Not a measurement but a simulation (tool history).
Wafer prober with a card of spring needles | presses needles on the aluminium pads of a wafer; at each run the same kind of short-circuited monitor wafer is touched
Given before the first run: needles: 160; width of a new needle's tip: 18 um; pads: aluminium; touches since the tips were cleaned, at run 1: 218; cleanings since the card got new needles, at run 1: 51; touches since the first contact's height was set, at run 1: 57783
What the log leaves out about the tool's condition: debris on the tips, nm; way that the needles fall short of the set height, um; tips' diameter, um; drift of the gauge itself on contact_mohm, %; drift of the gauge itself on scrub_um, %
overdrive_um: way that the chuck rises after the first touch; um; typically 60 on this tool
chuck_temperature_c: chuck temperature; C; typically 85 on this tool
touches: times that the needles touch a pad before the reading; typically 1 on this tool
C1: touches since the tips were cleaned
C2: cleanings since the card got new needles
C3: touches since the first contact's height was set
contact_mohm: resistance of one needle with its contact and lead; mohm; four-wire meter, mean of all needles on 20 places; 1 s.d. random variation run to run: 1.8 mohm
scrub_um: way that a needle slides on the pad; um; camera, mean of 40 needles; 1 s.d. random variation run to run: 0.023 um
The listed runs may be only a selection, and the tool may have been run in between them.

run 1 hour=0.0 | overdrive_um=60 chuck_temperature_c=85 touches=1 | C1=218 C2=51 C3=57783 | contact_mohm=191 scrub_um=12.21
-- hour=10.6 tips cleaned on abrasive film
-- hour=23.8 tips cleaned on abrasive film
-- hour=36.9 tips cleaned on abrasive film
-- hour=47.5 tips cleaned on abrasive film
-- hour=47.8 height of the first contact set anew
run 2 hour=51.1 | overdrive_um=48 chuck_temperature_c=85 touches=1 | C1=1106 C2=55 C3=1106 | contact_mohm=217 scrub_um=9.98
-- hour=59.0 tips cleaned on abrasive film
-- hour=72.2 tips cleaned on abrasive film
-- hour=85.4 tips cleaned on abrasive film
-- hour=98.6 tips cleaned on abrasive film
-- hour=111.8 tips cleaned on abrasive film
run 3 hour=114.1 | overdrive_um=48 chuck_temperature_c=85 touches=1 | C1=790 C2=60 C3=22266 | contact_mohm=210 scrub_um=9.84
-- hour=124.7 tips cleaned on abrasive film
-- hour=137.9 tips cleaned on abrasive film
-- hour=148.4 tips cleaned on abrasive film
-- hour=160.5 tips cleaned on abrasive film
run 4 hour=160.5 | overdrive_um=48 chuck_temperature_c=53 touches=1 | C1=0 C2=64 C3=37831 | contact_mohm=185 scrub_um=9.82
-- hour=173.7 tips cleaned on abrasive film
-- hour=184.3 tips cleaned on abrasive film
-- hour=197.5 tips cleaned on abrasive film
-- hour=210.7 tips cleaned on abrasive film
run 5 hour=213.8 | overdrive_um=47 chuck_temperature_c=53 touches=1 | C1=1051 C2=68 C3=55709 | contact_mohm=210 scrub_um=9.55
-- hour=221.7 tips cleaned on abrasive film
-- hour=234.9 tips cleaned on abrasive film
-- hour=245.5 tips cleaned on abrasive film
-- hour=258.7 tips cleaned on abrasive film
run 6 hour=259.5 | overdrive_um=47 chuck_temperature_c=53 touches=1 | C1=280 C2=72 C3=71048 | contact_mohm=192 scrub_um=9.47
-- hour=267.6 height of the first contact set anew
-- hour=270.4 tips cleaned on abrasive film
-- hour=283.5 tips cleaned on abrasive film
-- hour=294.1 tips cleaned on abrasive film
-- hour=307.3 tips cleaned on abrasive film
-- hour=317.9 tips cleaned on abrasive film
-- hour=331.1 tips cleaned on abrasive film
run 7 hour=332.7 | overdrive_um=47 chuck_temperature_c=53 touches=1 | C1=541 C2=78 C3=21796 | contact_mohm=201 scrub_um=9.66
-- hour=343.2 tips cleaned on abrasive film
-- hour=353.8 tips cleaned on abrasive film
-- hour=367.0 tips cleaned on abrasive film
run 8 hour=372.7 | overdrive_um=47 chuck_temperature_c=53 touches=1 | C1=1933 C2=81 C3=35243 | contact_mohm=234 scrub_um=9.59
-- hour=378.0 tips cleaned on abrasive film
-- hour=391.2 tips cleaned on abrasive film
-- hour=404.4 tips cleaned on abrasive film
-- hour=415.0 tips cleaned on abrasive film
-- hour=425.6 tips cleaned on abrasive film
-- hour=438.7 tips cleaned on abrasive film
run 9 hour=440.2 | overdrive_um=47 chuck_temperature_c=53 touches=1 | C1=488 C2=87 C3=57874 | contact_mohm=197 scrub_um=9.49
-- hour=450.8 tips cleaned on abrasive film
-- hour=463.9 tips cleaned on abrasive film
-- hour=474.5 tips cleaned on abrasive film
-- hour=487.7 tips cleaned on abrasive film
-- hour=488.0 height of the first contact set anew
run 10 hour=496.9 | overdrive_um=60 chuck_temperature_c=85 touches=1 | C1=3007 C2=91 C3=3007 | contact_mohm=226 scrub_um=12.47
-- hour=499.6 tips cleaned on abrasive film
-- hour=512.8 tips cleaned on abrasive film
-- hour=526.0 tips cleaned on abrasive film
run 11 hour=531.0 | overdrive_um=60 chuck_temperature_c=85 touches=2 | C1=1686 C2=94 C3=14434 | contact_mohm=201 scrub_um=12.43
-- hour=538.9 tips cleaned on abrasive film
-- hour=552.1 tips cleaned on abrasive film
-- hour=565.3 tips cleaned on abrasive film
-- hour=575.9 tips cleaned on abrasive film
-- hour=589.0 tips cleaned on abrasive film
run 12 hour=592.6 | overdrive_um=60 chuck_temperature_c=85 touches=2 | C1=1211 C2=99 C3=35128 | contact_mohm=196 scrub_um=12.35
-- hour=600.6 tips cleaned on abrasive film
-- hour=611.1 tips cleaned on abrasive film
-- hour=621.7 tips cleaned on abrasive film
-- hour=634.9 tips cleaned on abrasive film
-- hour=648.1 tips cleaned on abrasive film
-- hour=658.7 tips cleaned on abrasive film
run 13 hour=659.2 | overdrive_um=65 chuck_temperature_c=85 touches=2 | C1=198 C2=105 C3=57465 | contact_mohm=187 scrub_um=13.22
-- hour=669.8 tips cleaned on abrasive film
-- hour=683.0 tips cleaned on abrasive film
-- hour=693.6 tips cleaned on abrasive film
run 14 hour=698.1 | overdrive_um=65 chuck_temperature_c=85 touches=2 | C1=1529 C2=108 C3=70508 | contact_mohm=198 scrub_um=13.25
-- hour=706.0 tips cleaned on abrasive film
-- hour=709.0 height of the first contact set anew
-- hour=719.5 tips cleaned on abrasive film
-- hour=730.5 tips cleaned on abrasive film
run 15 hour=730.5 | overdrive_um=75 chuck_temperature_c=85 touches=2 | C1=0 C2=111 C3=7206 | contact_mohm=182 scrub_um=15.57
-- hour=743.6 tips cleaned on abrasive film
-- hour=756.8 tips cleaned on abrasive film
-- hour=770.0 tips cleaned on abrasive film
-- hour=783.2 tips cleaned on abrasive film
run 16 hour=789.9 | overdrive_um=49 chuck_temperature_c=49 touches=3 | C1=2274 C2=115 C3=27189 | contact_mohm=201 scrub_um=10.08
-- hour=795.3 tips cleaned on abrasive film
-- hour=805.8 tips cleaned on abrasive film
-- hour=819.0 tips cleaned on abrasive film
-- hour=829.6 tips cleaned on abrasive film
-- hour=840.1 tips cleaned on abrasive film
run 17 hour=847.0 | overdrive_um=48 chuck_temperature_c=38 touches=1 | C1=2311 C2=120 C3=46328 | contact_mohm=234 scrub_um=9.78
-- hour=852.3 tips cleaned on abrasive film
-- hour=865.5 tips cleaned on abrasive film
-- hour=876.1 tips cleaned on abrasive film
-- hour=889.3 tips cleaned on abrasive film
-- hour=902.4 tips cleaned on abrasive film
-- hour=915.2 tips cleaned on abrasive film
run 18 hour=915.2 | overdrive_um=52 chuck_temperature_c=38 touches=3 | C1=0 C2=126 C3=69211 | contact_mohm=180 scrub_um=10.48
-- hour=925.8 tips cleaned on abrasive film
-- hour=928.7 height of the first contact set anew
-- hour=939.3 tips cleaned on abrasive film
-- hour=949.8 tips cleaned on abrasive film
run 19 hour=952.5 | overdrive_um=60 chuck_temperature_c=57 touches=1 | C1=912 C2=129 C3=7998 | contact_mohm=197 scrub_um=12.43
-- hour=960.4 tips cleaned on abrasive film
-- hour=971.0 tips cleaned on abrasive film
-- hour=984.2 tips cleaned on abrasive film
-- hour=997.4 tips cleaned on abrasive film
run 20 hour=1003.5 | overdrive_um=60 chuck_temperature_c=85 touches=1 | C1=2075 C2=133 C3=25103 | contact_mohm=220 scrub_um=12.34
-- hour=1008.8 tips cleaned on abrasive film
-- hour=1022.0 tips cleaned on abrasive film
-- hour=1035.2 tips cleaned on abrasive film
-- hour=1047.0 tips cleaned on abrasive film
run 21 hour=1047.0 | overdrive_um=75 chuck_temperature_c=37 touches=1 | C1=0 C2=137 C3=39689 | contact_mohm=176 scrub_um=15.38
-- hour=1060.2 tips cleaned on abrasive film
-- hour=1073.4 tips cleaned on abrasive film
-- hour=1083.9 tips cleaned on abrasive film
run 22 hour=1088.3 | overdrive_um=75 chuck_temperature_c=37 touches=1 | C1=1461 C2=140 C3=53548 | contact_mohm=189 scrub_um=15.34
-- hour=1096.2 tips cleaned on abrasive film
-- hour=1106.8 tips cleaned on abrasive film
-- hour=1117.3 tips cleaned on abrasive film
-- hour=1130.5 tips cleaned on abrasive film
-- hour=1141.1 tips cleaned on abrasive film
run 23 hour=1141.3 | overdrive_um=47 chuck_temperature_c=52 touches=1 | C1=62 C2=145 C3=71322 | contact_mohm=193 scrub_um=9.45
-- hour=1149.4 height of the first contact set anew
-- hour=1152.2 tips cleaned on abrasive film
-- hour=1162.7 tips cleaned on abrasive film
-- hour=1175.9 tips cleaned on abrasive film
-- hour=1189.1 tips cleaned on abrasive film
-- hour=1201.7 tips cleaned on abrasive film
run 24 hour=1201.7 | overdrive_um=65 chuck_temperature_c=102 touches=2 | C1=0 C2=150 C3=17527 | contact_mohm=191 scrub_um=13.40
-- hour=1212.3 tips cleaned on abrasive film
-- hour=1225.5 tips cleaned on abrasive film
-- hour=1238.7 tips cleaned on abrasive film
-- hour=1251.0 tips cleaned on abrasive film
run 25 hour=1251.0 | overdrive_um=65 chuck_temperature_c=102 touches=2 | C1=0 C2=154 C3=34064 | contact_mohm=191 scrub_um=13.37

Predict each of these 3 candidate next runs independently; none follows another, all start after run 25:
-- hour=1261.6 tips cleaned on abrasive film
-- hour=1274.8 tips cleaned on abrasive film
-- hour=1285.4 tips cleaned on abrasive film
-- hour=1295.9 tips cleaned on abrasive film
-- hour=1309.1 tips cleaned on abrasive film
run A hour=1314.1 | overdrive_um=65 chuck_temperature_c=69 touches=2 | C1=1694 C2=159 C3=55242 | contact_mohm=? scrub_um=?
-- hour=1261.6 tips cleaned on abrasive film
-- hour=1274.8 tips cleaned on abrasive film
-- hour=1285.4 tips cleaned on abrasive film
-- hour=1295.9 tips cleaned on abrasive film
-- hour=1309.1 tips cleaned on abrasive film
run B hour=1314.1 | overdrive_um=60 chuck_temperature_c=46 touches=3 | C1=1694 C2=159 C3=55242 | contact_mohm=? scrub_um=?
-- hour=1261.6 tips cleaned on abrasive film
-- hour=1274.8 tips cleaned on abrasive film
-- hour=1285.4 tips cleaned on abrasive film
-- hour=1295.9 tips cleaned on abrasive film
-- hour=1309.1 tips cleaned on abrasive film
run C hour=1314.1 | overdrive_um=65 chuck_temperature_c=34 touches=2 | C1=1694 C2=159 C3=55242 | contact_mohm=? scrub_um=?

run=A contact_mohm=203 scrub_um=13.21
run=B contact_mohm=190 scrub_um=12.22
run=C contact_mohm=197 scrub_um=13.26
What these runs would have given with no unlogged condition in the tool:
run=A contact_mohm=179 scrub_um=13.50
run=B contact_mohm=171 scrub_um=12.51
run=C contact_mohm=172 scrub_um=13.54
